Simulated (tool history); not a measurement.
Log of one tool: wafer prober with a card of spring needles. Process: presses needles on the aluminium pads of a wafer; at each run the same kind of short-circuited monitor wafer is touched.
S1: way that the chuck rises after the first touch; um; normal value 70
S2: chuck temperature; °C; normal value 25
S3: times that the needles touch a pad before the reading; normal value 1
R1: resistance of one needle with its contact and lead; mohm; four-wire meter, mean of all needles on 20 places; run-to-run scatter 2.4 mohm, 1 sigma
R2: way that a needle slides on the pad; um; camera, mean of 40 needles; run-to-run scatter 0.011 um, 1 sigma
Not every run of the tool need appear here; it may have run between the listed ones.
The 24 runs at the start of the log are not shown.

{"run": 25, "day": 7.996, "S1": 70, "S2": 64, "S3": 2, "R1": 307, "R2": 10.26}
{"day": 8.162, "done": "tips cleaned on abrasive film"}
{"run": 26, "day": 8.338, "S1": 70, "S2": 64, "S3": 2, "R1": 301, "R2": 10.24}
{"day": 8.646, "done": "tips cleaned on abrasive film"}
{"run": 27, "day": 8.704, "S1": 72, "S2": 47, "S3": 1, "R1": 291, "R2": 10.53}
{"run": 28, "day": 8.983, "S1": 63, "S2": 48, "S3": 1, "R1": 337, "R2": 9.2}
{"day": 9.138, "done": "tips cleaned on abrasive film"}
{"run": 29, "day": 9.317, "S1": 63, "S2": 48, "S3": 1, "R1": 312, "R2": 9.17}
{"day": 9.633, "done": "tips cleaned on abrasive film"}
{"run": 30, "day": 9.671, "S1": 57, "S2": 29, "S3": 1, "R1": 291, "R2": 8.28}
{"run": 31, "day": 9.988, "S1": 76, "S2": 58, "S3": 1, "R1": 319, "R2": 11.08}
{"day": 10.142, "done": "tips cleaned on abrasive film"}
{"run": 32, "day": 10.262, "S1": 66, "S2": 83, "S3": 1, "R1": 314, "R2": 9.6}
{"run": 33, "day": 10.492, "S1": 66, "S2": 83, "S3": 1, "R1": 339, "R2": 9.61}
{"day": 10.617, "done": "tips cleaned on abrasive film"}
{"run": 34, "day": 10.683, "S1": 65, "S2": 25, "S3": 2, "R1": 284, "R2": 9.44}

Below are 4 alternative next runs, each starting from the tool's condition after run 34. Predict each:
{"run": "A", "day": 10.879, "S1": 70, "S2": 25, "S3": 3, "R1": "?", "R2": "?"}
{"run": "B", "day": 10.879, "S1": 70, "S2": 25, "S3": 2, "R1": "?", "R2": "?"}
{"run": "C", "day": 10.879, "S1": 56, "S2": 25, "S3": 2, "R1": "?", "R2": "?"}
{"run": "D", "day": 10.879, "S1": 68, "S2": 59, "S3": 2, "R1": "?", "R2": "?"}

run=A R1=282 R2=10.17
run=B R1=297 R2=10.18
run=C R1=312 R2=8.11
run=D R1=308 R2=9.9
Had the tool no hidden state, the same runs would have come out as:
run=A R1=264 R2=10.28
run=B R1=268 R2=10.29
run=C R1=268 R2=8.22
run=D R1=278 R2=10.01

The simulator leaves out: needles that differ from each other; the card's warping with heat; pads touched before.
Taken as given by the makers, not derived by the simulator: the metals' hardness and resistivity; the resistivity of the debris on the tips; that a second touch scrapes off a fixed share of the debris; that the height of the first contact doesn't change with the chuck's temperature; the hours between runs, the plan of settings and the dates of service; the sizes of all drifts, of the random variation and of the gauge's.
